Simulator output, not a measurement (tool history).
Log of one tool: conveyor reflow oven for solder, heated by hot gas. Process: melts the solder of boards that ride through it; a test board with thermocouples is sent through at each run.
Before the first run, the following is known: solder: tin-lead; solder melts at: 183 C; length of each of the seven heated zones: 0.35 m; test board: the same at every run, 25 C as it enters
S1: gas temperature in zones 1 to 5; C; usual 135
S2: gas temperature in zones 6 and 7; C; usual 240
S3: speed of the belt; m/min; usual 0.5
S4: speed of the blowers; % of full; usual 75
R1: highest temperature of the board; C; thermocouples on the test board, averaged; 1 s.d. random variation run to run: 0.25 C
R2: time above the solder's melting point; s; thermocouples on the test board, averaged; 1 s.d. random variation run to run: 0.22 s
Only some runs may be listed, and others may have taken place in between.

Run 1, hour 0: usual settings. Result: R1 216.7 C, R2 59.6 s.
Run 2, hour 30.3: usual settings but S1 129 C. Result: R1 215.3 C, R2 56.5 s.
Run 3, hour 70.2: usual settings. Result: R1 216.6 C, R2 59.8 s.
Run 4, hour 107: usual settings. Result: R1 215.9 C, R2 59.3 s.
Run 5, hour 128.6: usual settings. Result: R1 216 C, R2 59.5 s.
Run 6, hour 164.2: usual settings but S4 69 % of full. Result: R1 214.8 C, R2 58.3 s.
Run 7, hour 195.6: usual settings but S3 0.458 m/min. Result: R1 218.6 C, R2 68.3 s.
Run 8, hour 241: usual settings but S3 0.458 m/min. Result: R1 218.7 C, R2 68.3 s.
Run 9, hour 285.1: usual settings but S2 229 C. Result: R1 206.8 C, R2 49.7 s.
At hour 301.6: flux residue cleaned out of gas plates and filters.
Run 10, hour 329.5: usual settings but S2 229 C. Result: R1 205.5 C, R2 48 s.
Run 11, hour 370.5: usual settings but S3 0.535 m/min. Result: R1 211.7 C, R2 50.9 s.
Run 12, hour 393.6: usual settings. Result: R1 213.8 C, R2 57.8 s.
Run 13, hour 414.6: usual settings. Result: R1 214.4 C, R2 57.9 s.
At hour 456.2: flux residue cleaned out of gas plates and filters, once more.
Run 14, hour 457.7: usual settings. Result: R1 216.9 C, R2 60.9 s.
Run 15, hour 486.4: usual settings. Result: R1 217.3 C, R2 61.2 s.
Run 16, hour 510.3: usual settings but S1 127 C, S2 230 C, S3 0.463 m/min, S4 60 % of full. Result: R1 206.8 C, R2 51.2 s.
Run 17, hour 557.8: usual settings but S1 127 C, S2 230 C, S3 0.463 m/min, S4 60 % of full. Result: R1 206.8 C, R2 50.7 s.
Run 18, hour 586.8: usual settings but S3 0.481 m/min. Result: R1 218.2 C, R2 64.7 s.
Run 19, hour 629.3: usual settings but S2 235 C. Result: R1 212.5 C, R2 56.5 s.
Run 20, hour 671.1: usual settings but S1 134 C, S2 228 C, S4 62 % of full. Result: R1 204.5 C, R2 46.4 s.
Run 21, hour 699.8: usual settings but S1 134 C, S2 228 C, S3 0.48 m/min, S4 85 % of full. Result: R1 209.5 C, R2 56.6 s.
Run 22, hour 732: usual settings but S1 134 C, S2 228 C, S3 0.594 m/min, S4 59 % of full. Result: R1 196.5 C, R2 26.6 s.
Run 23, hour 765.1: usual settings but S1 134 C, S2 228 C, S3 0.594 m/min, S4 59 % of full. Result: R1 196.1 C, R2 26.6 s.
Run 24, hour 811.9: usual settings but S1 134 C, S2 228 C, S3 0.594 m/min, S4 59 % of full. Result: R1 196.1 C, R2 26.5 s.
Run 25, hour 850.3: usual settings but S1 141 C, S2 242 C, S4 72 % of full. Result: R1 218.7 C, R2 64.5 s.
Run 26, hour 870.8: usual settings but S1 130 C, S2 234 C, S3 0.524 m/min, S4 73 % of full. Result: R1 208.1 C, R2 47.1 s.
Run 27, hour 906.5: usual settings but S1 130 C, S2 238 C, S3 0.575 m/min, S4 73 % of full. Result: R1 207 C, R2 41.3 s.
Run 28, hour 941.4: usual settings but S1 142 C, S2 244 C, S3 0.456 m/min, S4 50 % of full. Result: R1 218.9 C, R2 70.7 s.
Run 29, hour 987.4: usual settings but S3 0.443 m/min, S4 54 % of full. Result: R1 216.1 C, R2 67.3 s.

Consider 3 possible next runs. They are alternatives, not a sequence: every one starts from the tool as it was left by run 29. What does each give?
Run A, hour 1018: usual settings but S1 123 C. Result: R1 ?, R2 ?.
Run B, hour 1018: usual settings but S1 134 C, S2 232 C, S3 0.443 m/min, S4 77 % of full. Result: R1 ?, R2 ?.
Run C, hour 1018: usual settings but S1 138 C, S3 0.443 m/min, S4 54 % of full. Result: R1 ?, R2 ?.

run     R1    R2
  A  213.3  53.2
  B  213.4    66
  C  216.4  69.8
What these runs would have given with no unlogged condition in the tool:
run     R1    R2
  A  215.3  54.7
  B  215.2  67.4
  C    218  70.9
